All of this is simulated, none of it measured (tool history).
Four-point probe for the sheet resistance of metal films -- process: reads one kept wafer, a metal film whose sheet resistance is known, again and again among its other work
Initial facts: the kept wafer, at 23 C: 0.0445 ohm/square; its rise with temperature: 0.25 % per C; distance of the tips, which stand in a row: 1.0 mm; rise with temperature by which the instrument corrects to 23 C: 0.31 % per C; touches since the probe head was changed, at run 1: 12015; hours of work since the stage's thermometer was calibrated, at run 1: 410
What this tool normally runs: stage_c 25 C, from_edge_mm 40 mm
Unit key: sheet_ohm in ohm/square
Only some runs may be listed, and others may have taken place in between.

| run | hour | stage_c | from_edge_mm | touches since the probe head was changed | hours of work since the stage's thermometer was calibrated | sheet_ohm |
|---|---|---|---|---|---|---|
| 1 | 0.0 | 25 | 40 | 12015 | 410 | 0.044070 |
| 2 | 6.9 | 25 | 40 | 12158 | 412 | 0.044078 |
| 3 | 17.9 | 25 | 40 | 12386 | 417 | 0.044070 |
| 4 | 28.0 | 25 | 40 | 12596 | 421 | 0.044068 |
| 5 | 41.1 | 25 | 40 | 12867 | 426 | 0.044072 |
| 6 | 53.5 | 30 | 40 | 13126 | 431 | 0.043952 |
| 7 | 68.5 | 30 | 40 | 13438 | 437 | 0.043954 |
| 8 | 78.1 | 25 | 59 | 13636 | 441 | 0.044064 |
| 9 | 86.6 | 25 | 59 | 13812 | 444 | 0.044062 |
| 10 | 101.3 | 25 | 59 | 14118 | 450 | 0.044089 |
| 11 | 114.6 | 31 | 71 | 14393 | 456 | 0.043924 |
| 12 | 125.8 | 20 | 13 | 14626 | 460 | 0.044338 |
| 13 | 132.9 | 20 | 13 | 14773 | 463 | 0.044347 |
| 14 | 144.7 | 25 | 3 | 15019 | 468 | 0.046540 |
| 15 | 152.7 | 27 | 39 | 15184 | 471 | 0.044032 |
| 16 | 164.6 | 28 | 5 | 15432 | 476 | 0.044921 |
| 17 | 171.3 | 21 | 29 | 15572 | 479 | 0.044202 |
| 18 | 178.8 | 24 | 3 | 15728 | 482 | 0.046588 |
| 19 | 189.3 | 31 | 25 | 15946 | 486 | 0.043962 |

What if the next run were any one of these 3? Each begins from the tool's condition after run 19:
| A | 200.2 | 32 | 5 | 16172 | 490 | ? |
| B | 200.2 | 33 | 41 | 16172 | 490 | ? |
| C | 200.2 | 33 | 42 | 16172 | 490 | ? |

| run | sheet_ohm |
|---|---|
| A | 0.044835 |
| B | 0.043892 |
| C | 0.043891 |
What these runs would have given with no unlogged condition in the tool:
| run | sheet_ohm |
|---|---|
| A | 0.045211 |
| B | 0.044262 |
| C | 0.044260 |
